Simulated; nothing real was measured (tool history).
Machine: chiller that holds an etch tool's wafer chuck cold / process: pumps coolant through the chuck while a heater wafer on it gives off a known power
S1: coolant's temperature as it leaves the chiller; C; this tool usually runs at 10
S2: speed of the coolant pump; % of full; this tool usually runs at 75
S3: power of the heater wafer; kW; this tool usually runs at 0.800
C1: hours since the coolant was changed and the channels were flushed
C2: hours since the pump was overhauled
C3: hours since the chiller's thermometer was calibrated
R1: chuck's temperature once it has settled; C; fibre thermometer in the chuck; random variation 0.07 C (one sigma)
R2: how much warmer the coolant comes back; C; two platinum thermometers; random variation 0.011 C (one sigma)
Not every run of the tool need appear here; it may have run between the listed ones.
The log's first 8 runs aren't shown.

run 9 hour=860.4 | S1=10 S2=79 S3=0.800 | C1=2831 C2=3910 C3=1991 | R1=16.61 R2=2.74
run 10 hour=1020.4 | S1=10 S2=75 S3=0.622 | C1=2991 C2=4070 C3=2151 | R1=15.17 R2=2.22
run 11 hour=1095.0 | S1=10 S2=75 S3=0.622 | C1=3066 C2=4145 C3=2226 | R1=15.27 R2=2.19
run 12 hour=1208.7 | S1=10 S2=75 S3=0.800 | C1=3180 C2=4259 C3=2340 | R1=16.71 R2=2.84
run 13 hour=1329.0 | S1=10 S2=75 S3=0.800 | C1=3300 C2=4379 C3=2460 | R1=16.84 R2=2.85
run 14 hour=1465.0 | S1=10 S2=75 S3=0.800 | C1=3436 C2=4515 C3=2596 | R1=16.76 R2=2.83
run 15 hour=1540.0 | S1=10 S2=75 S3=0.800 | C1=3511 C2=4590 C3=2671 | R1=16.76 R2=2.84
run 16 hour=1695.2 | S1=10 S2=75 S3=0.800 | C1=3666 C2=4745 C3=2826 | R1=16.77 R2=2.81
run 17 hour=1822.7 | S1=10 S2=74 S3=0.445 | C1=3794 C2=4873 C3=2954 | R1=13.72 R2=1.50
run 18 hour=1945.4 | S1=1 S2=68 S3=0.937 | C1=3916 C2=4995 C3=3076 | R1=9.48 R2=3.63
run 19 hour=2094.6 | S1=1 S2=68 S3=0.937 | C1=4065 C2=5145 C3=3226 | R1=9.52 R2=3.62
run 20 hour=2216.5 | S1=1 S2=68 S3=0.937 | C1=4187 C2=5267 C3=3348 | R1=9.43 R2=3.61
run 21 hour=2335.3 | S1=6 S2=66 S3=0.800 | C1=4306 C2=5385 C3=3466 | R1=13.42 R2=3.16
run 22 hour=2431.6 | S1=10 S2=66 S3=1.026 | C1=4402 C2=5482 C3=3563 | R1=19.52 R2=4.08
run 23 hour=2519.6 | S1=10 S2=66 S3=1.026 | C1=4490 C2=5570 C3=3651 | R1=19.52 R2=4.08
-- hour=2618.5 gauge calibrated
run 24 hour=2651.7 | S1=10 S2=66 S3=1.026 | C1=4623 C2=5702 C3=3783 | R1=19.63 R2=4.31
-- hour=2744.6 chiller's thermometer calibrated
run 25 hour=2763.1 | S1=9 S2=93 S3=1.122 | C1=4733 C2=5812 C3=18 | R1=17.04 R2=3.36
-- hour=2841.9 coolant pump overhauled
run 26 hour=2894.3 | S1=9 S2=93 S3=1.122 | C1=4859 C2=52 C3=145 | R1=17.20 R2=3.36
run 27 hour=2997.1 | S1=3 S2=61 S3=0.815 | C1=4962 C2=155 C3=248 | R1=10.97 R2=3.65
run 28 hour=3146.5 | S1=13 S2=61 S3=0.675 | C1=5111 C2=305 C3=397 | R1=19.60 R2=3.01
run 29 hour=3232.5 | S1=14 S2=72 S3=0.440 | C1=5197 C2=391 C3=483 | R1=17.84 R2=1.63
run 30 hour=3313.0 | S1=14 S2=72 S3=0.440 | C1=5278 C2=471 C3=563 | R1=17.92 R2=1.64
run 31 hour=3398.8 | S1=11 S2=62 S3=0.416 | C1=5364 C2=557 C3=649 | R1=14.98 R2=1.77

Below are 4 alternative next runs, each starting from the tool's condition after run 31. Predict each:
run A hour=3483.3 | S1=7 S2=75 S3=0.745 | C1=5448 C2=641 C3=734 | R1=? R2=?
run B hour=3483.3 | S1=11 S2=82 S3=0.416 | C1=5448 C2=641 C3=734 | R1=? R2=?
run C hour=3483.3 | S1=19 S2=79 S3=0.500 | C1=5448 C2=641 C3=734 | R1=? R2=?
run D hour=3483.3 | S1=8 S2=75 S3=0.900 | C1=5448 C2=641 C3=734 | R1=? R2=?

run=A R1=13.19 R2=2.67
run=B R1=14.20 R2=1.31
run=C R1=22.98 R2=1.71
run=D R1=15.53 R2=3.26
The same runs, with their run-to-run variation unchanged, on a tool lacking any hidden condition would have given:
run=A R1=13.17 R2=2.75
run=B R1=14.19 R2=1.39
run=C R1=22.97 R2=1.79
run=D R1=15.50 R2=3.34
